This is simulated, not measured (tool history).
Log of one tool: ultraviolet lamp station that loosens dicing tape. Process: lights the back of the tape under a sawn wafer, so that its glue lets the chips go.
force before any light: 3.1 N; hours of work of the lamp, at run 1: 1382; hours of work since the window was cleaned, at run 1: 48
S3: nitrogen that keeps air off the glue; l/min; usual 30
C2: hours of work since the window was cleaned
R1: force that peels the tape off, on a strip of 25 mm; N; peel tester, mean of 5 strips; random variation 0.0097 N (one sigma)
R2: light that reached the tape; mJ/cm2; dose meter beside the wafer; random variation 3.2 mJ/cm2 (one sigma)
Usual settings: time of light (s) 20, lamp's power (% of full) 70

Run 1, hour 0.0: usual settings; hours of work of the lamp 1382; C2 48. Result: R1 0.708 N, R2 342 mJ/cm2.
Run 2, hour 41.4: usual settings; hours of work of the lamp 1408; C2 74. Result: R1 0.716 N, R2 339 mJ/cm2.
Run 3, hour 87.0: usual settings; hours of work of the lamp 1437; C2 103. Result: R1 0.743 N, R2 335 mJ/cm2.
Run 4, hour 154.7: usual settings but time of light (s) 14; hours of work of the lamp 1479; C2 145. Result: R1 1.126 N, R2 229 mJ/cm2.
Run 5, hour 188.4: usual settings but time of light (s) 14; hours of work of the lamp 1500; C2 166. Result: R1 1.164 N, R2 226 mJ/cm2.
Run 6, hour 247.2: usual settings but time of light (s) 14; hours of work of the lamp 1537; C2 203. Result: R1 1.125 N, R2 224 mJ/cm2.
Run 7, hour 310.8: usual settings but S3 9 l/min; hours of work of the lamp 1577; C2 243. Result: R1 1.288 N, R2 309 mJ/cm2.
Run 8, hour 371.7: usual settings but lamp's power (% of full) 64; hours of work of the lamp 1616; C2 282. Result: R1 0.906 N, R2 280 mJ/cm2.
At hour 377.1: window cleaned of glue's vapour.
Run 9, hour 441.5: usual settings but time of light (s) 12, S3 34 l/min; hours of work of the lamp 1659; C2 40. Result: R1 1.288 N, R2 178 mJ/cm2.
Run 10, hour 501.1: usual settings but time of light (s) 12, lamp's power (% of full) 81, S3 34 l/min; hours of work of the lamp 1697; C2 78. Result: R1 1.169 N, R2 204 mJ/cm2.
Run 11, hour 556.6: usual settings but time of light (s) 12; hours of work of the lamp 1731; C2 113. Result: R1 1.440 N, R2 174 mJ/cm2.

Measured less the same run without the tool's hidden state. The same run-to-run variation is in both; the gauge's scatter may not be:
The hidden state here: lamp's light, % of a new lamp's; light that the window lets through, % of a clean one's; drift of the gauge itself on peel_n, %; drift of the gauge itself on dose_mj_cm2, %.
run      R1    R2
  1  +0.294  -155
  2  +0.301  -159
  3  +0.321  -165
  4  +0.425  -120
  5  +0.445  -123
  6  +0.444  -126
  7  +0.480  -186
  8  +0.427  -175
  9  +0.526  -121
 10  +0.527  -144
 11  +0.591  -127

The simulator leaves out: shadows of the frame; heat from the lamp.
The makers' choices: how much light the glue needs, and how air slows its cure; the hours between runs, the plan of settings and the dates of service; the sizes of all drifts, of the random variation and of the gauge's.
